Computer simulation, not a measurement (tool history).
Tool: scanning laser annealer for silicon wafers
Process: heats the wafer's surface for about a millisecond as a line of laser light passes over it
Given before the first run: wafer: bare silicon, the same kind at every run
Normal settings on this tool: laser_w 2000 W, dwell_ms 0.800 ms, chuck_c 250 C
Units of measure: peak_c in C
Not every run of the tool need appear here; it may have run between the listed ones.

Run 1, day 0.000: usual settings. Result: peak_c 1023 C.
At day 1.912: window over the wafer cleaned.
Run 2, day 2.104: usual settings but dwell_ms 0.755 ms. Result: peak_c 1002 C.
Run 3, day 4.317: usual settings. Result: peak_c 1029 C.
Run 4, day 5.525: usual settings. Result: peak_c 1023 C.
Run 5, day 7.283: usual settings but dwell_ms 0.568 ms. Result: peak_c 884 C.
Run 6, day 8.204: usual settings. Result: peak_c 1028 C.
Run 7, day 9.117: usual settings but dwell_ms 0.626 ms. Result: peak_c 921 C.
Run 8, day 11.229: usual settings but dwell_ms 0.968 ms. Result: peak_c 1123 C.
Run 9, day 12.196: usual settings. Result: peak_c 1027 C.
Run 10, day 14.312: usual settings. Result: peak_c 1023 C.
Run 11, day 15.304: usual settings. Result: peak_c 1028 C.
Run 12, day 16.429: usual settings but dwell_ms 0.735 ms. Result: peak_c 989 C.
Run 13, day 18.296: usual settings but chuck_c 251 C. Result: peak_c 1029 C.
Run 14, day 19.725: usual settings but chuck_c 227 C. Result: peak_c 1003 C.
Run 15, day 20.683: usual settings but chuck_c 282 C. Result: peak_c 1059 C.
Run 16, day 22.654: usual settings. Result: peak_c 1027 C.
Run 17, day 24.862: usual settings. Result: peak_c 1028 C.
Run 18, day 26.879: usual settings. Result: peak_c 1030 C.
Run 19, day 28.292: usual settings. Result: peak_c 1024 C.
Run 20, day 30.121: usual settings. Result: peak_c 1030 C.
Run 21, day 31.154: usual settings but chuck_c 215 C. Result: peak_c 989 C.
Run 22, day 33.262: usual settings but laser_w 2057 W, dwell_ms 0.573 ms, chuck_c 252 C. Result: peak_c 906 C.
Run 23, day 34.746: usual settings but dwell_ms 0.605 ms. Result: peak_c 907 C.
Run 24, day 36.596: usual settings but laser_w 1978 W, dwell_ms 0.605 ms, chuck_c 246 C. Result: peak_c 896 C.
Run 25, day 38.608: usual settings but laser_w 2078 W, dwell_ms 0.619 ms, chuck_c 269 C. Result: peak_c 961 C.
Run 26, day 40.333: usual settings but laser_w 2183 W. Result: peak_c 1094 C.
Run 27, day 41.817: usual settings but dwell_ms 0.785 ms, chuck_c 258 C. Result: peak_c 1026 C.
Run 28, day 43.454: usual settings but dwell_ms 0.785 ms, chuck_c 258 C. Result: peak_c 1024 C.
Run 29, day 44.592: usual settings but laser_w 1771 W, dwell_ms 0.652 ms, chuck_c 229 C. Result: peak_c 841 C.
Run 30, day 46.321: usual settings but laser_w 2063 W, dwell_ms 0.750 ms, chuck_c 227 C. Result: peak_c 996 C.
Run 31, day 47.938: usual settings but laser_w 2063 W, dwell_ms 0.750 ms, chuck_c 227 C. Result: peak_c 996 C.
At day 49.246: window over the wafer cleaned.
Run 32, day 49.679: usual settings but laser_w 1944 W, dwell_ms 0.605 ms, chuck_c 242 C. Result: peak_c 880 C.
Run 33, day 51.592: usual settings but dwell_ms 0.598 ms, chuck_c 279 C. Result: peak_c 928 C.
Run 34, day 53.096: usual settings but laser_w 1700 W, dwell_ms 0.858 ms, chuck_c 259 C. Result: peak_c 951 C.
Run 35, day 55.008: usual settings but laser_w 1700 W, dwell_ms 0.858 ms, chuck_c 259 C. Result: peak_c 949 C.
Run 36, day 57.033: usual settings but laser_w 1710 W, dwell_ms 0.688 ms, chuck_c 234 C. Result: peak_c 843 C.
Run 37, day 58.492: usual settings but laser_w 1732 W, dwell_ms 0.688 ms, chuck_c 214 C. Result: peak_c 833 C.
Run 38, day 60.675: usual settings but laser_w 2013 W, dwell_ms 0.761 ms, chuck_c 227 C. Result: peak_c 987 C.
Run 39, day 62.875: usual settings but laser_w 1979 W, dwell_ms 0.802 ms, chuck_c 227 C. Result: peak_c 1000 C.
Run 40, day 64.217: usual settings but laser_w 1912 W, dwell_ms 0.744 ms, chuck_c 227 C. Result: peak_c 934 C.
Run 41, day 66.008: usual settings but laser_w 1912 W, dwell_ms 0.961 ms, chuck_c 227 C. Result: peak_c 1056 C.

4 options for the next run, each taken on its own from the tool as it stands now. Forecast them:
Run A, day 67.475: usual settings but laser_w 1912 W, dwell_ms 0.860 ms, chuck_c 227 C. Result: peak_c ?.
Run B, day 67.475: usual settings but laser_w 2135 W, dwell_ms 0.680 ms, chuck_c 211 C. Result: peak_c ?.
Run C, day 67.475: usual settings but laser_w 1991 W, dwell_ms 0.605 ms. Result: peak_c ?.
Run D, day 67.475: usual settings but laser_w 2159 W, dwell_ms 0.597 ms, chuck_c 262 C. Result: peak_c ?.

run  peak_c
  A     998
  B     961
  C     902
  D     963
Without the tool's hidden state the same runs would have given:
run  peak_c
  A     999
  B     961
  C     903
  D     963
